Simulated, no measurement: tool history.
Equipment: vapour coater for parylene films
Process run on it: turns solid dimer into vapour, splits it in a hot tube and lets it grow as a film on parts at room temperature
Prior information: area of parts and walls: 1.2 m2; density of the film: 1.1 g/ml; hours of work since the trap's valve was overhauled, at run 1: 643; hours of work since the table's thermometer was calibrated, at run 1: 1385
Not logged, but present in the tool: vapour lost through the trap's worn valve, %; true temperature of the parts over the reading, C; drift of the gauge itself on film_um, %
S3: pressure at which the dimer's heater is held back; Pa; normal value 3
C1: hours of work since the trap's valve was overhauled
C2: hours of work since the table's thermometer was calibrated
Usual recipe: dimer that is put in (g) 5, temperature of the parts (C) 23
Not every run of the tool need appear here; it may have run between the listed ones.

Run 1, hour 0: usual settings; C1 643; C2 1385. Result: thickness of the film (µm) 2.29.
Run 2, hour 33.7: usual settings but dimer that is put in (g) 7; C1 657; C2 1399. Result: thickness of the film (µm) 3.16.
Run 3, hour 111: usual settings but dimer that is put in (g) 7; C1 689; C2 1431. Result: thickness of the film (µm) 3.27.
At hour 122.4: trap's valve overhauled.
Run 4, hour 178.5: usual settings but dimer that is put in (g) 7; C1 24; C2 1458. Result: thickness of the film (µm) 3.45.
At hour 185.7: table's thermometer calibrated.
Run 5, hour 251.9: usual settings but dimer that is put in (g) 2; C1 54; C2 28. Result: thickness of the film (µm) 0.98.
Run 6, hour 311.8: usual settings but dimer that is put in (g) 2; C1 79; C2 53. Result: thickness of the film (µm) 1.01.
Run 7, hour 379.1: usual settings but temperature of the parts (C) 16; C1 107; C2 81. Result: thickness of the film (µm) 2.82.
Run 8, hour 434.2: usual settings but dimer that is put in (g) 4, temperature of the parts (C) 17, S3 10.4 Pa; C1 130; C2 104. Result: thickness of the film (µm) 1.8.
Run 9, hour 501.5: usual settings but dimer that is put in (g) 4, temperature of the parts (C) 29, S3 10.4 Pa; C1 158; C2 132. Result: thickness of the film (µm) 1.44.
Run 10, hour 559.5: usual settings but dimer that is put in (g) 4, temperature of the parts (C) 29, S3 10.4 Pa; C1 183; C2 157. Result: thickness of the film (µm) 1.46.
Run 11, hour 619.7: usual settings but dimer that is put in (g) 4, temperature of the parts (C) 29, S3 10.4 Pa; C1 208; C2 182. Result: thickness of the film (µm) 1.48.
At hour 634: table's thermometer calibrated, once more.
Run 12, hour 697.1: usual settings but dimer that is put in (g) 3, temperature of the parts (C) 27, S3 6.2 Pa; C1 240; C2 26. Result: thickness of the film (µm) 1.24.
Run 13, hour 760.2: usual settings but dimer that is put in (g) 7, temperature of the parts (C) 22, S3 2.97 Pa; C1 266; C2 53. Result: thickness of the film (µm) 3.51.

Across each entry between runs, compare the hidden state at the last listed run before it with the hidden state at the first listed run after it:
After run 3, before run 4: trap's valve overhauled (hour 122.4)
  vapour lost through the trap's worn valve, %: 9.7 -> 0.7; true temperature of the parts over the reading, C: 0.45 -> 0.46
  measured result minus the result with no hidden state, thickness of the film (µm): -0.38 -> -0.05
After run 4, before run 5: table's thermometer calibrated (hour 185.7)
  vapour lost through the trap's worn valve, %: 0.7 -> 1.1; true temperature of the parts over the reading, C: 0.46 -> 0.77
  measured result minus the result with no hidden state, thickness of the film (µm): -0.05 -> -0.02
After run 11, before run 12: table's thermometer calibrated, once more (hour 634)
  vapour lost through the trap's worn valve, %: 3.2 -> 3.6; true temperature of the parts over the reading, C: 0.82 -> -0.05
  measured result minus the result with no hidden state, thickness of the film (µm): -0.07 -> -0.05

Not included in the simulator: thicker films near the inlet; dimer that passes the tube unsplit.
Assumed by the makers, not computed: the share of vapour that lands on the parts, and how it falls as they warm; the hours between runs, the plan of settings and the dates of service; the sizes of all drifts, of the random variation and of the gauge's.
